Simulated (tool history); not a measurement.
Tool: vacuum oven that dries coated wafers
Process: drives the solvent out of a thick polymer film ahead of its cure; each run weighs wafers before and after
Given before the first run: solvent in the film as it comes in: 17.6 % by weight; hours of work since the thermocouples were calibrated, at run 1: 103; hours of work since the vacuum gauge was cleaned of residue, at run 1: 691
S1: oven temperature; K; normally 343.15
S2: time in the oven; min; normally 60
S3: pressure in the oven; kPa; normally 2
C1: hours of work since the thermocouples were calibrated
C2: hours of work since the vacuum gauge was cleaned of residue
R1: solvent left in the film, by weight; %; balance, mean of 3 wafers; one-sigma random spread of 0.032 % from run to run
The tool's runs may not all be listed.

run,hour,S1,S2,S3,C1,C2,R1
1,0,343.15,60,2,103,691,1.4
2,62.8,343.15,60,2,139,727,1.4
3,99.2,343.15,60,2,160,748,1.35
4,133.1,343.15,60,2,179,767,1.41
5,181.9,343.15,60,2,207,795,1.37
6,258.3,343.15,60,5.79,251,839,2.84
7,329.3,343.15,60,5.79,292,880,2.86
8,391.9,343.15,60,5.79,328,916,2.83
9,454.9,343.15,60,5.79,364,952,2.81
10,488,343.15,60,2,383,971,1.38
11,550.8,343.15,60,1.67,419,1007,1.29
12,598,343.15,75,2,446,1034,1.17
13,657.9,343.15,60,2,481,1069,1.39
14,707.2,343.15,60,2,509,1097,1.4
15,755.1,343.15,60,2,536,1125,1.4
16,822.8,343.15,60,2,575,1164,1.36
17,894.3,343.15,60,2,616,1205,1.39
18,962.2,347.15,60,2,655,1244,0.95
# hour 986.2: oven's thermocouples calibrated
19,1034.2,347.15,60,2,28,1284,0.91
# hour 1040.1: vacuum gauge cleaned of residue and calibrated
20,1074.7,347.15,60,2,50,20,1.06
21,1131.1,347.15,33,1.11,82,52,1.62
22,1203,349.15,73,1.4,124,94,0.64
23,1249.4,349.15,32,1.4,150,120,1.34
24,1297.8,343.15,60,1.03,178,148,1.16
25,1359.8,335.15,60,3.24,214,184,4.48
# hour 1367.8: vacuum gauge cleaned of residue and calibrated, once more
26,1401.9,335.15,60,6.27,237,20,5.44
27,1466.7,330.15,74,1.04,274,57,4.16
28,1506.1,342.15,67,5.03,297,79,2.41
29,1561.3,345.15,37,2.51,329,111,2.02
30,1629.7,345.15,37,2.51,368,151,1.98
31,1706.6,345.15,37,2.51,412,195,1.99
32,1775.6,331.15,47,6.09,452,234,8.18
33,1834.1,343.15,60,3.81,486,268,1.85
34,1886.8,343.15,60,3.81,516,298,1.92
35,1963.1,343.15,60,3.81,560,342,1.84
36,2027.7,343.15,88,2,597,379,0.81
37,2080.5,343.15,88,2,627,410,0.89

Alternative continuations, all from the tool just after run 37; predict every row:
A,2115,354.15,88,2,647,429,?
B,2115,345.15,60,2,647,429,?
C,2115,351.15,88,2,647,429,?
D,2115,343.15,66,2,647,429,?
E,2115,335.15,88,2,647,429,?

run,R1
A,0.49
B,0.95
C,0.62
D,1.05
E,2.16
Take away the tool's hidden state, keep each run's random variation, and the runs would have read:
run,R1
A,0.46
B,0.94
C,0.58
D,1.05
E,2.21
